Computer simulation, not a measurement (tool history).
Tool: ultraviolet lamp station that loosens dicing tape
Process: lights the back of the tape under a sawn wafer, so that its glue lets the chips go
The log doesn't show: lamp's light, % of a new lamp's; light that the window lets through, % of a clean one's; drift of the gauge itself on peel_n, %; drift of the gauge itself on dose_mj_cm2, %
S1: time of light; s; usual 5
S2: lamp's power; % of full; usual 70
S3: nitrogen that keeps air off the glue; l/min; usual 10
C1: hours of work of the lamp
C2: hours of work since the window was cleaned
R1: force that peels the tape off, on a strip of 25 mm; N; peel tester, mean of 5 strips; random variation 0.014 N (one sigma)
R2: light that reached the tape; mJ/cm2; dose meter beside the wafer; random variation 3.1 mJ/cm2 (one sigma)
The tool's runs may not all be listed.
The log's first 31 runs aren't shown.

run	hour	S1	S2	S3	C1	C2	R1	R2
32	660.9	3	70	10	800	160	2.004	213
33	686.5	5	76	20	811	171	0.797	380
34	712.3	6	70	15	822	182	0.734	415
35	733.1	6	70	15	831	191	0.746	408
36	758.3	6	70	15	842	202	0.725	411
37	783.9	5	70	14	853	213	1.072	335
38	802.2	8	62	10	861	220	0.707	473
39	823.3	6	62	10	870	229	1.080	356
40	844.9	6	97	10	879	239	0.536	545
41	857.4	5	86	15	885	244	0.777	404
42	877.5	2	62	3	893	253	3.510	119

Forecast each of these 3 alternatives for the next run:
A	897.1	5	90	13	902	261	?	?
B	897.1	3	100	4	902	261	?	?
C	897.1	4	70	10	902	261	?	?

run	R1	R2
A	0.780	417
B	1.935	282
C	1.628	263
Without the tool's hidden state the same runs would have given:
run	R1	R2
A	0.387	621
B	1.240	418
C	0.968	390
